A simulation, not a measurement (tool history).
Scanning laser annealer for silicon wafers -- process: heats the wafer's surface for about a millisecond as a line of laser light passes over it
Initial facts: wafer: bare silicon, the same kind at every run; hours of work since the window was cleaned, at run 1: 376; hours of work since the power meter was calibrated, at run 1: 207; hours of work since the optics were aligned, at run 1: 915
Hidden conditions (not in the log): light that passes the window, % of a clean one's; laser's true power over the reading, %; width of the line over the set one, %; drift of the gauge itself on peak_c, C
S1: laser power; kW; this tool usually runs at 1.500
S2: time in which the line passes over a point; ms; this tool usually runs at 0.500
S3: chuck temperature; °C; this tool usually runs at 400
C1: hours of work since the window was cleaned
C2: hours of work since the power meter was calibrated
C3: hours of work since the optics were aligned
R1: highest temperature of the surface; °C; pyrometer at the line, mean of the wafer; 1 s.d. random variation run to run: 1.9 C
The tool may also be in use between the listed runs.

Run 1, hour 0.0: usual settings; C1 376; C2 207; C3 915. Result: R1 1094 °C.
Run 2, hour 12.6: usual settings; C1 385; C2 216; C3 924. Result: R1 1093 °C.
Run 3, hour 20.2: usual settings; C1 390; C2 221; C3 929. Result: R1 1092 °C.
Run 4, hour 29.2: usual settings; C1 397; C2 228; C3 935. Result: R1 1096 °C.
Run 5, hour 41.7: usual settings; C1 406; C2 236; C3 944. Result: R1 1092 °C.
Run 6, hour 51.5: usual settings; C1 413; C2 243; C3 951. Result: R1 1092 °C.
Run 7, hour 59.0: usual settings but S1 1.533 kW; C1 418; C2 249; C3 957. Result: R1 1109 °C.
Run 8, hour 68.0: usual settings but S1 1.562 kW; C1 424; C2 255; C3 963. Result: R1 1121 °C.
Run 9, hour 73.8: usual settings; C1 429; C2 259; C3 967. Result: R1 1091 °C.
Run 10, hour 83.4: usual settings; C1 435; C2 266; C3 974. Result: R1 1089 °C.
Run 11, hour 95.6: usual settings but S1 1.333 kW; C1 444; C2 275; C3 983. Result: R1 1015 °C.
Run 12, hour 105.9: usual settings but S1 1.333 kW; C1 451; C2 282; C3 990. Result: R1 1017 °C.
Run 13, hour 119.1: usual settings but S1 1.333 kW; C1 461; C2 292; C3 1000. Result: R1 1017 °C.
At hour 125.2: optics aligned, line set to its width.
Run 14, hour 130.8: usual settings but S2 0.430 ms; C1 466; C2 296; C3 4. Result: R1 1037 °C.
Run 15, hour 142.4: usual settings but S2 0.430 ms; C1 474; C2 305; C3 12. Result: R1 1036 °C.
Run 16, hour 153.2: usual settings but S2 0.430 ms; C1 482; C2 312; C3 20. Result: R1 1037 °C.
Run 17, hour 164.6: usual settings but S2 0.430 ms; C1 490; C2 320; C3 28. Result: R1 1034 °C.
Run 18, hour 177.9: usual settings but S2 0.430 ms; C1 499; C2 330; C3 38. Result: R1 1041 °C.
Run 19, hour 191.2: usual settings but S1 1.596 kW, S2 0.528 ms; C1 509; C2 339; C3 47. Result: R1 1160 °C.
Run 20, hour 199.2: usual settings but S1 1.629 kW, S2 0.528 ms, S3 440 °C; C1 514; C2 345; C3 53. Result: R1 1213 °C.
Run 21, hour 206.8: usual settings but S1 1.423 kW, S2 0.427 ms; C1 520; C2 351; C3 58. Result: R1 1000 °C.
Run 22, hour 217.9: usual settings but S1 1.423 kW, S2 0.427 ms; C1 528; C2 359; C3 66. Result: R1 999 °C.
Run 23, hour 225.7: usual settings but S1 1.422 kW, S2 0.503 ms, S3 378 °C; C1 533; C2 364; C3 72. Result: R1 1036 °C.
Run 24, hour 231.2: usual settings but S1 1.422 kW, S2 0.503 ms, S3 378 °C; C1 537; C2 368; C3 76. Result: R1 1036 °C.
Run 25, hour 241.0: usual settings but S1 1.422 kW, S2 0.503 ms, S3 393 °C; C1 544; C2 375; C3 83. Result: R1 1051 °C.
Run 26, hour 251.1: usual settings but S1 1.355 kW, S3 396 °C; C1 551; C2 382; C3 90. Result: R1 1023 °C.
Run 27, hour 261.2: usual settings but S1 1.355 kW, S3 396 °C; C1 559; C2 389; C3 97. Result: R1 1024 °C.
Run 28, hour 273.2: usual settings but S1 1.337 kW, S2 0.450 ms, S3 393 °C; C1 567; C2 398; C3 106. Result: R1 974 °C.
Run 29, hour 284.1: usual settings but S2 0.527 ms, S3 418 °C; C1 575; C2 406; C3 113. Result: R1 1128 °C.
Run 30, hour 291.4: usual settings but S3 375 °C; C1 580; C2 411; C3 119. Result: R1 1065 °C.
Run 31, hour 304.1: usual settings but S3 390 °C; C1 589; C2 420; C3 128. Result: R1 1079 °C.
Run 32, hour 312.8: usual settings but S1 1.481 kW, S2 0.356 ms, S3 418 °C; C1 595; C2 426; C3 134. Result: R1 977 °C.
Run 33, hour 321.2: usual settings but S1 1.481 kW, S2 0.571 ms, S3 418 °C; C1 601; C2 432; C3 140. Result: R1 1154 °C.
Run 34, hour 330.6: usual settings but S1 1.481 kW, S2 0.571 ms, S3 418 °C; C1 608; C2 439; C3 147. Result: R1 1153 °C.
Run 35, hour 344.0: usual settings but S2 0.388 ms, S3 383 °C; C1 618; C2 448; C3 156. Result: R1 978 °C.

Pick out some run-to-run changes in R1. Of each, how much would a tool without hidden state show as well, from the settings, what came in and chance, and how much is left for the hidden state and any gauge scatter not in both results compared?
Run 20 -> 21: S1 1.629 -> 1.423, S2 0.528 -> 0.427, S3 440 -> 400. R1 -213 °C: hidden state +8, all else -221.
Run 28 -> 29: S1 1.337 -> 1.500, S2 0.450 -> 0.527, S3 393 -> 418. R1 +154 °C: hidden state -6, all else +160.
Run 32 -> 33: S2 0.356 -> 0.571. R1 +177 °C: hidden state -8, all else +185.
Run 34 -> 35: S1 1.481 -> 1.500, S2 0.571 -> 0.388, S3 418 -> 383. R1 -175 °C: hidden state +6, all else -181.
